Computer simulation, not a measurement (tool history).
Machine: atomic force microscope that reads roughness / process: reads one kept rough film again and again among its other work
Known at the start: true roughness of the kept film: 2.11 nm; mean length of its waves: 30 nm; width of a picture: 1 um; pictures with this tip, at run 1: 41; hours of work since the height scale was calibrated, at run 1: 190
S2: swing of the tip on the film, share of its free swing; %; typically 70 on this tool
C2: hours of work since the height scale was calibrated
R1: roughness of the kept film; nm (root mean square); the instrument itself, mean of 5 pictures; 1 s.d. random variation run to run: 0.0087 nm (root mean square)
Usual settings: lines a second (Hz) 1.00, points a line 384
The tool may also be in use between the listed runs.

run 1 day=0.000 | lines_a_second_(Hz)=1.00 S2=70 points_a_line=384 | pictures_with_this_tip=41 C2=190 | R1=1.839
run 2 day=0.279 | lines_a_second_(Hz)=1.00 S2=70 points_a_line=384 | pictures_with_this_tip=50 C2=194 | R1=1.833
run 3 day=0.575 | lines_a_second_(Hz)=1.00 S2=78 points_a_line=384 | pictures_with_this_tip=59 C2=198 | R1=1.783
run 4 day=0.800 | lines_a_second_(Hz)=1.00 S2=70 points_a_line=675 | pictures_with_this_tip=66 C2=201 | R1=1.819
-- day=0.954 new tip fitted
run 5 day=1.054 | lines_a_second_(Hz)=1.00 S2=70 points_a_line=675 | pictures_with_this_tip=3 C2=204 | R1=1.893
run 6 day=1.254 | lines_a_second_(Hz)=1.00 S2=70 points_a_line=598 | pictures_with_this_tip=9 C2=207 | R1=1.921
run 7 day=1.458 | lines_a_second_(Hz)=1.00 S2=70 points_a_line=598 | pictures_with_this_tip=16 C2=210 | R1=1.901
run 8 day=1.829 | lines_a_second_(Hz)=0.53 S2=70 points_a_line=384 | pictures_with_this_tip=28 C2=215 | R1=1.892
-- day=1.904 height scale calibrated on a step standard
run 9 day=2.046 | lines_a_second_(Hz)=0.53 S2=70 points_a_line=384 | pictures_with_this_tip=33 C2=2 | R1=1.886
run 10 day=2.275 | lines_a_second_(Hz)=0.53 S2=70 points_a_line=384 | pictures_with_this_tip=41 C2=5 | R1=1.881
run 11 day=2.579 | lines_a_second_(Hz)=0.53 S2=70 points_a_line=384 | pictures_with_this_tip=50 C2=9 | R1=1.832
run 12 day=2.854 | lines_a_second_(Hz)=1.00 S2=70 points_a_line=384 | pictures_with_this_tip=59 C2=13 | R1=1.791
-- day=2.962 height scale calibrated on a step standard, once more
-- day=3.300 new tip fitted
run 13 day=3.321 | lines_a_second_(Hz)=0.65 S2=70 points_a_line=384 | pictures_with_this_tip=1 C2=5 | R1=1.945
run 14 day=3.612 | lines_a_second_(Hz)=0.65 S2=70 points_a_line=384 | pictures_with_this_tip=10 C2=9 | R1=1.921
run 15 day=3.896 | lines_a_second_(Hz)=0.65 S2=70 points_a_line=384 | pictures_with_this_tip=19 C2=13 | R1=1.932
run 16 day=4.108 | lines_a_second_(Hz)=0.65 S2=70 points_a_line=384 | pictures_with_this_tip=26 C2=15 | R1=1.897
run 17 day=4.488 | lines_a_second_(Hz)=1.00 S2=59 points_a_line=420 | pictures_with_this_tip=38 C2=21 | R1=1.887
run 18 day=4.871 | lines_a_second_(Hz)=1.00 S2=82 points_a_line=975 | pictures_with_this_tip=50 C2=26 | R1=1.781
run 19 day=5.167 | lines_a_second_(Hz)=1.09 S2=70 points_a_line=384 | pictures_with_this_tip=60 C2=30 | R1=1.791
run 20 day=5.358 | lines_a_second_(Hz)=1.09 S2=70 points_a_line=384 | pictures_with_this_tip=66 C2=33 | R1=1.801
-- day=5.550 new tip fitted
run 21 day=5.608 | lines_a_second_(Hz)=1.74 S2=61 points_a_line=384 | pictures_with_this_tip=2 C2=36 | R1=1.912
run 22 day=5.854 | lines_a_second_(Hz)=1.74 S2=61 points_a_line=554 | pictures_with_this_tip=10 C2=39 | R1=1.897
run 23 day=6.225 | lines_a_second_(Hz)=1.37 S2=69 points_a_line=565 | pictures_with_this_tip=22 C2=44 | R1=1.856
run 24 day=6.396 | lines_a_second_(Hz)=1.37 S2=69 points_a_line=565 | pictures_with_this_tip=27 C2=47 | R1=1.864
run 25 day=6.738 | lines_a_second_(Hz)=1.37 S2=69 points_a_line=565 | pictures_with_this_tip=38 C2=51 | R1=1.827
run 26 day=7.117 | lines_a_second_(Hz)=3.97 S2=70 points_a_line=543 | pictures_with_this_tip=50 C2=57 | R1=1.630
run 27 day=7.504 | lines_a_second_(Hz)=1.00 S2=69 points_a_line=417 | pictures_with_this_tip=63 C2=62 | R1=1.786

Here are 3 independent what-if runs from the current tool condition. What would each one return?
-- day=7.775 new tip fitted
run A day=7.783 | lines_a_second_(Hz)=1.00 S2=84 points_a_line=384 | pictures_with_this_tip=0 C2=65 | R1=?
-- day=7.775 new tip fitted
run B day=7.783 | lines_a_second_(Hz)=1.00 S2=69 points_a_line=953 | pictures_with_this_tip=0 C2=65 | R1=?
-- day=7.775 new tip fitted
run C day=7.783 | lines_a_second_(Hz)=0.83 S2=72 points_a_line=384 | pictures_with_this_tip=0 C2=65 | R1=?

run=A R1=1.832
run=B R1=1.922
run=C R1=1.923
Stripped of hidden state, with their random variation kept, the same runs would have yielded:
run=A R1=1.834
run=B R1=1.925
run=C R1=1.926

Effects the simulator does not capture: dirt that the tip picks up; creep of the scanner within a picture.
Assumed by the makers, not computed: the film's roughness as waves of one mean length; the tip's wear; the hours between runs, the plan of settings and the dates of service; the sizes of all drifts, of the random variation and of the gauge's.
